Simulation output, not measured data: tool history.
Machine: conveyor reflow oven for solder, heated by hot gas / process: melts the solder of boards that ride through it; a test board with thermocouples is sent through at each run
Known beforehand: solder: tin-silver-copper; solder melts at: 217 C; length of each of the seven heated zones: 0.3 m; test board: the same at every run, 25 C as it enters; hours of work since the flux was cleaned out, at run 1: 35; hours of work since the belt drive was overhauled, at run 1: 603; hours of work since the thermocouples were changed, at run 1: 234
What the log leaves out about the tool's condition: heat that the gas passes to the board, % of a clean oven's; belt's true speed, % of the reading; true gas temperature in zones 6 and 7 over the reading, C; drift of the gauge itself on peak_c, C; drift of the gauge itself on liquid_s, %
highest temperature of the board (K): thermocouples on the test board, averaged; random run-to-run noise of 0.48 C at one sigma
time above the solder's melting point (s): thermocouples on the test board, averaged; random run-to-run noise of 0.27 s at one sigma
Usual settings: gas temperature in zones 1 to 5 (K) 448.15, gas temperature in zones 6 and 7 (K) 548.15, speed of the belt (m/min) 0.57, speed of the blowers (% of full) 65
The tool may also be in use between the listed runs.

run,hour,gas temperature in zones 1 to 5 (K),gas temperature in zones 6 and 7 (K),speed of the belt (m/min),speed of the blowers (% of full),hours of work since the flux was cleaned out,hours of work since the belt drive was overhauled,hours of work since the thermocouples were changed,highest temperature of the board (K),time above the solder's melting point (s)
1,0,448.15,548.15,0.57,65,35,603,234,535.05,53.7
2,4.7,448.15,541.15,0.57,65,39,606,238,528.45,51.1
3,10.4,448.15,563.15,0.57,65,43,611,242,549.65,58.9
4,19.2,448.15,548.15,0.57,65,50,617,249,535.35,54
5,26.4,448.15,548.15,0.57,65,55,623,254,536.15,54
6,36.3,448.15,548.15,0.57,65,63,630,262,535.85,53.7
7,41.7,448.15,548.15,0.57,65,67,635,266,535.05,54
8,47.1,435.15,548.15,0.57,65,71,639,270,534.05,49.1
9,54.2,448.15,548.15,0.57,65,77,644,275,535.25,53.8
10,63.6,448.15,548.15,0.57,55,84,651,282,532.95,52.9
11,68.2,448.15,548.15,0.57,55,87,655,286,532.65,52.4
12,73.4,448.15,548.15,0.504,86,91,659,290,541.95,64.2
13,83.1,448.15,552.15,0.57,65,99,666,297,538.75,55.9
14,87.4,448.15,548.15,0.522,52,102,669,301,535.05,58.7
# hour 91.8: belt drive overhauled, speed set with a stopwatch
15,97.7,449.15,560.15,0.522,54,107,4,305,546.55,64.4
16,104.4,449.15,560.15,0.522,54,112,10,311,545.85,64.3
17,108.5,455.15,537.15,0.57,60,115,13,314,525.45,51.9
18,118.2,455.15,537.15,0.57,60,122,20,321,525.65,51.2
19,125.8,446.15,546.15,0.512,65,128,26,327,536.45,60.8
20,134.6,435.15,548.15,0.492,87,135,33,334,541.05,63.5
21,138.6,435.15,551.15,0.491,87,138,36,337,544.65,64.6
# hour 146.9: belt drive overhauled, speed set with a stopwatch, once more
22,149.6,435.15,551.15,0.491,87,143,2,342,542.95,62.9

Predict each of these 3 candidate next runs independently; none follows another, all start after run 22:
A,155.4,446.15,548.15,0.57,65,148,6,346,?,?
B,155.4,448.15,551.15,0.473,85,148,6,346,?,?
C,155.4,435.15,551.15,0.647,51,148,6,346,?,?

run,highest temperature of the board (K),time above the solder's melting point (s)
A,534.95,52.4
B,544.75,69.6
C,525.55,38.3
Stripped of hidden state, with their random variation kept, the same runs would have yielded:
run,highest temperature of the board (K),time above the solder's melting point (s)
A,535.25,52.7
B,544.85,69.7
C,526.05,38.7
